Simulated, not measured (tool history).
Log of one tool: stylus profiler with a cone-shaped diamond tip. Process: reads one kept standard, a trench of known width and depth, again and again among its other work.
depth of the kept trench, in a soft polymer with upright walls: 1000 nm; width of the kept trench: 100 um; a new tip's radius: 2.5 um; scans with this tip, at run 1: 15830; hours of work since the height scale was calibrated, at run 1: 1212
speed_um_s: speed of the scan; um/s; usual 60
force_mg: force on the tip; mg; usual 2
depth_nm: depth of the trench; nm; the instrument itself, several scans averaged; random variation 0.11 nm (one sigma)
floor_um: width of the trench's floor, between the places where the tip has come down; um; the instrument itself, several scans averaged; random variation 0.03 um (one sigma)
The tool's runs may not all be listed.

run	day	speed_um_s	force_mg	scans with this tip	hours of work since the height scale was calibrated	depth_nm	floor_um
1	0	60	2	15830	1212	1008	93.01
2	3.662	204	2	16600	1271	1008.34	92.16
3	5.792	60	2	17049	1306	1008.47	92.8
4	9.4	60	2	17808	1364	1008.31	92.8
# day 10.412: height scale calibrated on a step standard
5	11.762	48	2	18300	22	1006.91	92.77
6	14.888	48	2	18958	72	1007.05	92.64
7	17.667	48	2	19543	117	1007.1	92.59
8	22.158	60	2	20488	189	1007.16	92.41
9	26.612	60	2	21425	261	1007.35	92.3
10	30.562	60	2	22256	325	1007.51	92.2
11	34.879	60	2	23165	394	1007.54	92.07
12	39.9	30	2.94	24220	475	1009.78	92.14
13	42.004	76	1.82	24663	509	1007.38	91.83
14	46.575	18	4.66	25625	583	1012.62	92.07
# day 50.692: new tip fitted, height scale calibrated
15	51.342	43	5.4	137	10	1012.55	95.83
16	56.129	43	3.43	1144	88	1009.31	95.55
17	58.933	190	1.19	1734	133	1004.78	94.33
18	63.421	16	1.09	2678	205	1004.35	95.23
19	65.612	25	0.86	3139	240	1003.99	95.17

Hidden state or all else? Some run-to-run changes of depth_nm, split into what the settings, what came in and random variation would give without the hidden state, and what is left for the hidden state (with any gauge scatter that isn't in both results):
The hidden state here: radius of the tip, um; height scale over the true one, %; drift of the gauge itself on depth_nm, %; drift of the gauge itself on floor_um, %.
Run 4 -> 5: speed_um_s 60 -> 48, height scale calibrated on a step standard. depth_nm -1.4 nm: hidden state -1.45, all else +0.05.
Run 13 -> 14: speed_um_s 76 -> 18, force_mg 1.82 -> 4.66. depth_nm +5.24 nm: hidden state +0.11, all else +5.13.

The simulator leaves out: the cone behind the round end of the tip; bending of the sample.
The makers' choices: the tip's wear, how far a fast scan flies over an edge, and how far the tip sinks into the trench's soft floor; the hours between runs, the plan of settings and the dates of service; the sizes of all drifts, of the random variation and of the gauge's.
